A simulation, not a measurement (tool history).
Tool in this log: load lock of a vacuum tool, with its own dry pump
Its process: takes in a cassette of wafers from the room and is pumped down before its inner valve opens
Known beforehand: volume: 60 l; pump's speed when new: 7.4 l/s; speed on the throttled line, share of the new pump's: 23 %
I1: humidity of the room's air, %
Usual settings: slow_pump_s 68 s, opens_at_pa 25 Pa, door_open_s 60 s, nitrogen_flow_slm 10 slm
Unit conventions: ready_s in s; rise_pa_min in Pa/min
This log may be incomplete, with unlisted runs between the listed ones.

Run 1, day 0: usual settings; I1 44. Result: ready_s 118.5 s, rise_pa_min 0.02 Pa/min.
Run 2, day 10.629: usual settings; I1 45.8. Result: ready_s 120.4 s, rise_pa_min 0.014 Pa/min.
Run 3, day 26.967: usual settings but opens_at_pa 28 Pa; I1 41.2. Result: ready_s 119.7 s, rise_pa_min 0.02 Pa/min.
Run 4, day 40.346: usual settings but opens_at_pa 43 Pa; I1 45.1. Result: ready_s 116 s, rise_pa_min 0.02 Pa/min.
Run 5, day 60.654: usual settings but opens_at_pa 43 Pa; I1 46.4. Result: ready_s 114.9 s, rise_pa_min 0.014 Pa/min.
Run 6, day 76.608: usual settings but opens_at_pa 43 Pa; I1 47.1. Result: ready_s 115.7 s, rise_pa_min 0.021 Pa/min.
Run 7, day 88.171: usual settings but opens_at_pa 43 Pa; I1 42.2. Result: ready_s 115.9 s, rise_pa_min 0.02 Pa/min.
Run 8, day 107.512: usual settings but door_open_s 48 s; I1 44.8. Result: ready_s 119.5 s, rise_pa_min 0.022 Pa/min.
Run 9, day 122.675: usual settings but slow_pump_s 76 s, opens_at_pa 26 Pa, door_open_s 59 s; I1 42.7. Result: ready_s 127 s, rise_pa_min 0.012 Pa/min.
Run 10, day 143.429: usual settings but slow_pump_s 130 s, opens_at_pa 24 Pa, door_open_s 54 s, nitrogen_flow_slm 7 slm; I1 49.5. Result: ready_s 166.7 s, rise_pa_min 0.025 Pa/min.
Run 11, day 155.704: usual settings but slow_pump_s 127 s, opens_at_pa 28 Pa, door_open_s 160 s, nitrogen_flow_slm 5 slm; I1 46.1. Result: ready_s 163.9 s, rise_pa_min 0.041 Pa/min.
Run 12, day 174.004: usual settings but slow_pump_s 127 s, opens_at_pa 24 Pa, door_open_s 85 s, nitrogen_flow_slm 5 slm; I1 43.7. Result: ready_s 165 s, rise_pa_min 0.024 Pa/min.
Run 13, day 187.208: usual settings but slow_pump_s 127 s, opens_at_pa 24 Pa, door_open_s 85 s, nitrogen_flow_slm 5 slm; I1 45.5. Result: ready_s 165.7 s, rise_pa_min 0.022 Pa/min.
At day 196.346: dry pump taken out, an overhauled one fitted.
Run 14, day 196.442: usual settings but slow_pump_s 56 s, opens_at_pa 20 Pa, door_open_s 143 s, nitrogen_flow_slm 19 slm; I1 44.6. Result: ready_s 112.5 s, rise_pa_min 0.024 Pa/min.
Run 15, day 211.025: usual settings but slow_pump_s 56 s, opens_at_pa 20 Pa, door_open_s 143 s, nitrogen_flow_slm 19 slm; I1 45. Result: ready_s 112.8 s, rise_pa_min 0.016 Pa/min.
Run 16, day 220.35: usual settings but slow_pump_s 36 s, opens_at_pa 36 Pa; I1 49.1. Result: ready_s 92.2 s, rise_pa_min 0.015 Pa/min.

5 ways to go on from here, each from the tool as it stands after run 16. What would each give?
Run A, day 232.971: usual settings but nitrogen_flow_slm 11 slm; I1 43. Result: ready_s ?, rise_pa_min ?.
Run B, day 232.971: usual settings but slow_pump_s 36 s, opens_at_pa 36 Pa, door_open_s 180 s, nitrogen_flow_slm 13 slm; I1 43.8. Result: ready_s ?, rise_pa_min ?.
Run C, day 232.971: usual settings but slow_pump_s 36 s, opens_at_pa 31 Pa; I1 45. Result: ready_s ?, rise_pa_min ?.
Run D, day 232.971: usual settings but slow_pump_s 37 s, opens_at_pa 36 Pa, door_open_s 38 s, nitrogen_flow_slm 12 slm; I1 43.4. Result: ready_s ?, rise_pa_min ?.
Run E, day 232.971: usual settings but slow_pump_s 45 s, opens_at_pa 21 Pa, door_open_s 188 s; I1 43.6. Result: ready_s ?, rise_pa_min ?.

run  ready_s  rise_pa_min
  A    119.6        0.014
  B     90.9        0.027
  C     92.8        0.021
  D     92.4        0.013
  E    102.3        0.029
With the hidden condition removed and each run's random variation left untouched, the same runs would have given:
run  ready_s  rise_pa_min
  A    119.6        0.013
  B     90.9        0.026
  C     92.8         0.02
  D     92.4        0.013
  E    102.3        0.028
